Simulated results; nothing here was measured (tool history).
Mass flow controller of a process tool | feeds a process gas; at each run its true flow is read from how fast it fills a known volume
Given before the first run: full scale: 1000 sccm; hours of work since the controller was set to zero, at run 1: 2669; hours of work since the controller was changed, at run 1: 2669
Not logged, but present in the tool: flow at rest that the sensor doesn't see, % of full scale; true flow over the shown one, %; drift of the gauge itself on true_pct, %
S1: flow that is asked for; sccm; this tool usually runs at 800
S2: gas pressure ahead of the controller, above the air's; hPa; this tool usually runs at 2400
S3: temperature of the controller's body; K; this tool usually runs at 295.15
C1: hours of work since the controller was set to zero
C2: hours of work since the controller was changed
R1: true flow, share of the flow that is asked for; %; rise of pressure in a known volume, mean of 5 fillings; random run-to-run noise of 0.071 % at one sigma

Run 1, hour 0: usual settings; C1 2669; C2 2669. Result: R1 98.7 %.
Run 2, hour 139.3: usual settings; C1 2769; C2 2769. Result: R1 98.68 %.
Run 3, hour 316.1: usual settings but S2 2740 hPa; C1 2896; C2 2896. Result: R1 98.84 %.
Run 4, hour 594.2: usual settings but S2 2740 hPa; C1 3095; C2 3095. Result: R1 98.76 %.
Run 5, hour 752.2: usual settings but S2 2740 hPa; C1 3208; C2 3208. Result: R1 98.7 %.
Run 6, hour 937.9: usual settings but S2 2740 hPa; C1 3341; C2 3341. Result: R1 98.57 %.
Run 7, hour 1163: usual settings but S1 361 sccm; C1 3502; C2 3502. Result: R1 97.35 %.
Run 8, hour 1396.2: usual settings; C1 3669; C2 3669. Result: R1 98.43 %.
Run 9, hour 1539.8: usual settings; C1 3772; C2 3772. Result: R1 98.34 %.
Run 10, hour 1680.9: usual settings; C1 3873; C2 3873. Result: R1 98.42 %.
Run 11, hour 1862.4: usual settings but S2 2220 hPa; C1 4003; C2 4003. Result: R1 98.26 %.
Run 12, hour 2059: usual settings but S2 2220 hPa; C1 4144; C2 4144. Result: R1 98.11 %.
Run 13, hour 2236.8: usual settings but S2 2220 hPa; C1 4271; C2 4271. Result: R1 98.13 %.
Run 14, hour 2492.6: usual settings but S2 2220 hPa; C1 4454; C2 4454. Result: R1 98.11 %.
Run 15, hour 2702.8: usual settings but S2 2220 hPa; C1 4605; C2 4605. Result: R1 97.93 %.
Run 16, hour 2871.4: usual settings but S2 2080 hPa; C1 4726; C2 4726. Result: R1 97.99 %.
Run 17, hour 3116.8: usual settings but S1 723 sccm, S2 2170 hPa; C1 4902; C2 4902. Result: R1 97.59 %.
Run 18, hour 3321.8: usual settings but S1 290 sccm, S2 1740 hPa; C1 5048; C2 5048. Result: R1 95.59 %.
At hour 3342.4: controller's zero set anew.
Run 19, hour 3565.2: usual settings but S1 349 sccm, S3 301.15 K; C1 160; C2 5222. Result: R1 94.65 %.

Run 20 has not been measured yet. What should we expect?
Run 20, hour 3780.1: usual settings but S1 349 sccm, S3 301.15 K; C1 314; C2 5376. Result: R1 ?.

Run 20 came out at R1 94.46 %.
On a tool with no hidden condition, and with the same random variation, this run would have come out at R1 99.27 %.

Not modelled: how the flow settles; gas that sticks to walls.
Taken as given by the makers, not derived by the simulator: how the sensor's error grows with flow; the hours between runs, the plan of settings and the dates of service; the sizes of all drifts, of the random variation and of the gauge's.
